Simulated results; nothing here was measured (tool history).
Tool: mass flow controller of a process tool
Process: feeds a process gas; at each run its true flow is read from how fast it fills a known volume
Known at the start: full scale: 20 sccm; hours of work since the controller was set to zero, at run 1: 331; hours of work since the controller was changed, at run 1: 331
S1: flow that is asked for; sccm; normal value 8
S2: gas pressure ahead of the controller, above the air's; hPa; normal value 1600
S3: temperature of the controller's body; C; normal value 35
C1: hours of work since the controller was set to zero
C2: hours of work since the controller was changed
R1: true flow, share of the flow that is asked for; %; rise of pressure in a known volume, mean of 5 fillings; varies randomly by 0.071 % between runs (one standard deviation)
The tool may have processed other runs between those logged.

run,hour,S1,S2,S3,C1,C2,R1
1,0.0,8,1600,35,331,331,99.72
2,125.8,8,2710,35,396,396,99.36
3,238.5,8,1600,35,455,455,99.94
4,395.6,8,1600,35,536,536,99.77
5,535.0,8,1600,21,609,609,99.32
6,708.8,8,1600,21,699,699,99.17
7,893.3,8,1600,21,795,795,99.35
8,1020.8,8,1600,36,861,861,100.25
9,1121.7,8,1600,36,914,914,99.99
10,1250.1,8,1600,35,980,980,100.32
11,1415.5,8,1600,35,1066,1066,100.17
12,1525.3,8,1600,35,1123,1123,100.12
13,1667.5,8,1600,35,1197,1197,100.22
14,1797.0,8,1600,35,1264,1264,100.31
15,1937.2,3,1600,35,1337,1337,99.93
16,2021.3,3,1600,35,1381,1381,100.03
17,2106.2,8,1600,36,1425,1425,100.36
18,2237.1,4,1600,35,1493,1493,100.03
19,2325.9,4,1600,35,1539,1539,100.05
20,2410.2,4,1600,35,1583,1583,100.14
21,2506.0,4,1600,35,1632,1632,100.20
22,2588.3,4,1600,35,1675,1675,100.29
# hour 2724.4: gauge calibrated
23,2726.7,4,1600,35,1747,1747,99.56
24,2878.7,4,1600,35,1826,1826,99.58
25,3000.6,4,2650,40,1889,1889,99.38
26,3129.4,10,2180,40,1956,1956,100.15
27,3283.3,10,2460,40,2036,2036,100.00
28,3457.1,4,1600,29,2126,2126,99.28
29,3611.5,14,2110,22,2207,2207,99.63
30,3694.0,14,1550,36,2249,2249,100.65
31,3778.3,5,1670,35,2293,2293,99.86
32,3940.6,5,1670,35,2378,2378,99.93
33,4074.9,17,2180,26,2447,2447,100.12
34,4221.8,8,1600,20,2524,2524,99.46
35,4298.2,4,1580,30,2563,2563,99.60
36,4379.0,4,1580,30,2605,2605,99.69
37,4456.5,4,1650,32,2645,2645,99.81
38,4582.3,4,1650,32,2711,2711,99.85
39,4737.6,4,2660,32,2791,2791,99.37
40,4865.3,4,2390,32,2858,2858,99.58
41,4942.7,2,1670,25,2898,2898,99.38
42,5114.7,7,1600,27,2987,2987,100.03

What does the tool deliver on the next run?
43,5195.7,7,1600,27,3029,3029,?

For run 43 the tool returned R1 99.86 %.
Minus the tool's unlogged condition, the same run would have read R1 99.20 %.

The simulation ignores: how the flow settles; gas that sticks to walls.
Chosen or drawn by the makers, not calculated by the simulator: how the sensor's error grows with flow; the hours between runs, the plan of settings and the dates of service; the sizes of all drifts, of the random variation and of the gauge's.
